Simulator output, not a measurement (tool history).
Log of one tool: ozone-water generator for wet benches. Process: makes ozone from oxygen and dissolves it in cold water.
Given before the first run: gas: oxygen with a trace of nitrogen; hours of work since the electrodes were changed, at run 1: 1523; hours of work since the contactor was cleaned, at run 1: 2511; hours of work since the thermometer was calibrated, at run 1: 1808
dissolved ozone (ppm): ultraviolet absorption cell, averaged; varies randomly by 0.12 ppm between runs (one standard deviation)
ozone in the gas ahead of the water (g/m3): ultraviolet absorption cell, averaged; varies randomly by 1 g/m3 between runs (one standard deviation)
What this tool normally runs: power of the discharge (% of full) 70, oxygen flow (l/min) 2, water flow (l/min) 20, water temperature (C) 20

run	hour	power of the discharge (% of full)	oxygen flow (l/min)	water flow (l/min)	water temperature (C)	hours of work since the electrodes were changed	hours of work since the contactor was cleaned	hours of work since the thermometer was calibrated	dissolved ozone (ppm)	ozone in the gas ahead of the water (g/m3)
1	0	70	2	20	20	1523	2511	1808	9.7	166.7
2	49.5	70	2	20	20	1569	2556	1854	9.6	169
3	85.2	63	2	20	20	1602	2589	1886	9	156.5
4	119.7	70	2	20	20	1633	2621	1918	9.7	165.2
5	170.3	70	2	20	15	1680	2668	1965	10	168.2
6	200.5	70	2	20	20	1708	2695	1993	9.5	166.4
7	242.5	70	2	20	14	1746	2734	2031	9.9	166.4
8	282.8	70	2	20	14	1784	2771	2068	9.9	165.7
9	328.1	70	2	20	14	1825	2813	2110	9.9	165.8
10	362.2	70	2	24	26	1857	2844	2141	7.2	165
11	416.5	46	1.8	31	17	1907	2894	2191	4.2	137.6
12	458.1	49	2	25	20	1945	2932	2230	6	133.3
13	492.6	49	1.06	25	25	1977	2964	2262	5.1	198.1
14	534.1	70	2	20	15	2015	3003	2300	9.8	165
15	562.8	83	1.34	30	25	2041	3029	2326	5.8	237
16	615.5	43	1.34	21	25	2090	3077	2375	5.9	158.5
17	669.4	43	1.34	21	25	2140	3127	2424	6.2	158.6
18	713	43	1.34	21	25	2180	3167	2464	6	158.4

Hidden state or all else? Some run-to-run changes of dissolved ozone (ppm), split into what the settings, what came in and random variation would give without the hidden state, and what is left for the hidden state (with any gauge scatter that isn't in both results):
Hidden conditions of the tool in this case: yield of the discharge, % of new electrodes'; contactor's efficiency, % of a clean one's; true water temperature over the reading, C; drift of the gauge itself on ozone_ppm, %; drift of the gauge itself on gas_g_m3, %.
Run 13 -> 14: power of the discharge (% of full) 49 -> 70, oxygen flow (l/min) 1.06 -> 2, water flow (l/min) 25 -> 20, water temperature (C) 25 -> 15. dissolved ozone (ppm) +4.7: hidden state -0.6, all else +5.3.
